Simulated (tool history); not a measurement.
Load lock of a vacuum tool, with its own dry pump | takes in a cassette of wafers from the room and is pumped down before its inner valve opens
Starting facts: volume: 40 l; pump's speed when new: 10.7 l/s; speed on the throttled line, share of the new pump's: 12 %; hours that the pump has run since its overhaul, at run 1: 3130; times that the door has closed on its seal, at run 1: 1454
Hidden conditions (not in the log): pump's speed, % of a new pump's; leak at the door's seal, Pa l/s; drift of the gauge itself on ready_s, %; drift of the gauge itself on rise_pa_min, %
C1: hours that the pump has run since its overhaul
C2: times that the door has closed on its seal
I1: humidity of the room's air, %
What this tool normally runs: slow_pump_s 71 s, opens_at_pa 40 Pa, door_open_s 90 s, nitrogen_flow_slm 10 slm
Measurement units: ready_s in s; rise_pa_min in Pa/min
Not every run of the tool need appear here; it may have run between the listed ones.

run 1 hour=0 | slow_pump_s=71 opens_at_pa=40 door_open_s=90 nitrogen_flow_slm=10 | C1=3130 C2=1454 | I1=43 | ready_s=93.3 rise_pa_min=0.055
run 2 hour=102.8 | slow_pump_s=71 opens_at_pa=40 door_open_s=90 nitrogen_flow_slm=10 | C1=3233 C2=1594 | I1=44.8 | ready_s=92.3 rise_pa_min=0.06
run 3 hour=231.8 | slow_pump_s=71 opens_at_pa=40 door_open_s=90 nitrogen_flow_slm=10 | C1=3362 C2=1770 | I1=48.1 | ready_s=92.9 rise_pa_min=0.064
run 4 hour=344.4 | slow_pump_s=71 opens_at_pa=40 door_open_s=90 nitrogen_flow_slm=5 | C1=3475 C2=1924 | I1=40 | ready_s=93.7 rise_pa_min=0.061
run 5 hour=428.6 | slow_pump_s=71 opens_at_pa=40 door_open_s=90 nitrogen_flow_slm=5 | C1=3559 C2=2039 | I1=43.1 | ready_s=93.3 rise_pa_min=0.061
run 6 hour=513.8 | slow_pump_s=57 opens_at_pa=40 door_open_s=90 nitrogen_flow_slm=5 | C1=3644 C2=2156 | I1=41.7 | ready_s=80.7 rise_pa_min=0.064
run 7 hour=567 | slow_pump_s=71 opens_at_pa=40 door_open_s=90 nitrogen_flow_slm=8 | C1=3697 C2=2228 | I1=42.2 | ready_s=92.9 rise_pa_min=0.057
run 8 hour=678.8 | slow_pump_s=71 opens_at_pa=40 door_open_s=90 nitrogen_flow_slm=8 | C1=3809 C2=2381 | I1=43.9 | ready_s=92.7 rise_pa_min=0.067
run 9 hour=761.8 | slow_pump_s=71 opens_at_pa=72 door_open_s=90 nitrogen_flow_slm=8 | C1=3892 C2=2494 | I1=46.3 | ready_s=90.5 rise_pa_min=0.066
run 10 hour=865.9 | slow_pump_s=71 opens_at_pa=72 door_open_s=90 nitrogen_flow_slm=8 | C1=3996 C2=2637 | I1=40.5 | ready_s=90.5 rise_pa_min=0.055
run 11 hour=974.2 | slow_pump_s=71 opens_at_pa=40 door_open_s=90 nitrogen_flow_slm=9 | C1=4104 C2=2784 | I1=44.2 | ready_s=92.7 rise_pa_min=0.057
run 12 hour=1089.3 | slow_pump_s=71 opens_at_pa=40 door_open_s=90 nitrogen_flow_slm=9 | C1=4219 C2=2942 | I1=42.7 | ready_s=92.7 rise_pa_min=0.058
run 13 hour=1179.3 | slow_pump_s=71 opens_at_pa=40 door_open_s=90 nitrogen_flow_slm=10 | C1=4309 C2=3065 | I1=42.9 | ready_s=93.6 rise_pa_min=0.057
run 14 hour=1270.6 | slow_pump_s=71 opens_at_pa=40 door_open_s=90 nitrogen_flow_slm=35 | C1=4401 C2=3189 | I1=44 | ready_s=93.2 rise_pa_min=0.035
run 15 hour=1394.3 | slow_pump_s=71 opens_at_pa=40 door_open_s=90 nitrogen_flow_slm=35 | C1=4524 C2=3358 | I1=45.2 | ready_s=93.5 rise_pa_min=0.036
run 16 hour=1506.9 | slow_pump_s=71 opens_at_pa=40 door_open_s=26 nitrogen_flow_slm=10 | C1=4637 C2=3512 | I1=43.9 | ready_s=92.9 rise_pa_min=0.038
run 17 hour=1586.6 | slow_pump_s=71 opens_at_pa=40 door_open_s=90 nitrogen_flow_slm=6 | C1=4717 C2=3621 | I1=46.2 | ready_s=93.6 rise_pa_min=0.073
run 18 hour=1652.3 | slow_pump_s=48 opens_at_pa=40 door_open_s=90 nitrogen_flow_slm=10 | C1=4782 C2=3711 | I1=47.9 | ready_s=72.6 rise_pa_min=0.068
run 19 hour=1765.4 | slow_pump_s=48 opens_at_pa=40 door_open_s=90 nitrogen_flow_slm=10 | C1=4896 C2=3865 | I1=47.5 | ready_s=72.6 rise_pa_min=0.06
run 20 hour=1830.6 | slow_pump_s=48 opens_at_pa=40 door_open_s=90 nitrogen_flow_slm=10 | C1=4961 C2=3954 | I1=46.7 | ready_s=72.8 rise_pa_min=0.064
run 21 hour=1900.1 | slow_pump_s=48 opens_at_pa=40 door_open_s=90 nitrogen_flow_slm=10 | C1=5030 C2=4049 | I1=44.9 | ready_s=72.8 rise_pa_min=0.067

Run 22, settings as shown, results not yet in. Your forecast:
run 22 hour=2009 | slow_pump_s=71 opens_at_pa=54 door_open_s=90 nitrogen_flow_slm=10 | C1=5139 C2=4198 | I1=43.5 | ready_s=? rise_pa_min=?

Run 22 came out at ready_s 91.4 s, rise_pa_min 0.064 Pa/min.
The same run, on a tool lacking any hidden state, would have yielded ready_s 90.3 s, rise_pa_min 0.057 Pa/min.

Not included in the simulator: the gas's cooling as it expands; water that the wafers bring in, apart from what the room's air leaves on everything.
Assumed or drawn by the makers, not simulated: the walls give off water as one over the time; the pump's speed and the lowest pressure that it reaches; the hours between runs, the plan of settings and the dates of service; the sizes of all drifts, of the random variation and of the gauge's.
